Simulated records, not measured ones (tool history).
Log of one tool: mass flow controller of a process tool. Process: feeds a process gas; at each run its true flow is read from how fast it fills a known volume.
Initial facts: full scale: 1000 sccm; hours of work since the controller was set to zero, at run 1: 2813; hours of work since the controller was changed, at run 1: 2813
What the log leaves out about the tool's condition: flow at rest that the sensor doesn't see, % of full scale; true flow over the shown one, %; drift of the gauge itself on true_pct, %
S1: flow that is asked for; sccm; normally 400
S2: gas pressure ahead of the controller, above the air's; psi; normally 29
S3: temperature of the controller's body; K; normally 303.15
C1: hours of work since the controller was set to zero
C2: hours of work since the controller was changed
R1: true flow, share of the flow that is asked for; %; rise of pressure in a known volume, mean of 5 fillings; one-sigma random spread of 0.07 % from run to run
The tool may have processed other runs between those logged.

{"run": 1, "day": 0.0, "S1": 400, "S2": 29, "S3": 303.15, "C1": 2813, "C2": 2813, "R1": 97.46}
{"run": 2, "day": 11.396, "S1": 400, "S2": 29, "S3": 297.15, "C1": 2915, "C2": 2915, "R1": 97.97}
{"run": 3, "day": 27.988, "S1": 400, "S2": 29, "S3": 297.15, "C1": 3064, "C2": 3064, "R1": 97.96}
{"run": 4, "day": 40.654, "S1": 400, "S2": 29, "S3": 303.15, "C1": 3178, "C2": 3178, "R1": 97.18}
{"run": 5, "day": 47.888, "S1": 400, "S2": 29, "S3": 303.15, "C1": 3243, "C2": 3243, "R1": 97.11}
{"run": 6, "day": 58.367, "S1": 423, "S2": 29, "S3": 303.15, "C1": 3338, "C2": 3338, "R1": 97.28}
{"run": 7, "day": 72.129, "S1": 423, "S2": 29, "S3": 303.15, "C1": 3461, "C2": 3461, "R1": 97.23}
{"run": 8, "day": 86.412, "S1": 400, "S2": 29, "S3": 303.15, "C1": 3590, "C2": 3590, "R1": 97.04}
{"run": 9, "day": 100.254, "S1": 400, "S2": 29, "S3": 303.15, "C1": 3714, "C2": 3714, "R1": 96.9}
{"run": 10, "day": 116.271, "S1": 400, "S2": 29, "S3": 303.15, "C1": 3858, "C2": 3858, "R1": 96.86}
{"run": 11, "day": 128.792, "S1": 400, "S2": 40, "S3": 303.15, "C1": 3971, "C2": 3971, "R1": 96.47}
{"run": 12, "day": 144.521, "S1": 400, "S2": 40, "S3": 303.15, "C1": 4113, "C2": 4113, "R1": 96.51}
{"run": 13, "day": 154.946, "S1": 364, "S2": 21.6, "S3": 307.15, "C1": 4206, "C2": 4206, "R1": 96.09}

Expected results for the next run?
{"day": 156.046, "done": "controller's zero set anew"}
{"run": 14, "day": 165.712, "S1": 176, "S2": 29, "S3": 299.15, "C1": 87, "C2": 4303, "R1": "?"}

R1: 91.47 %
Without the tool's hidden state the same run would have given R1 99.18 %.
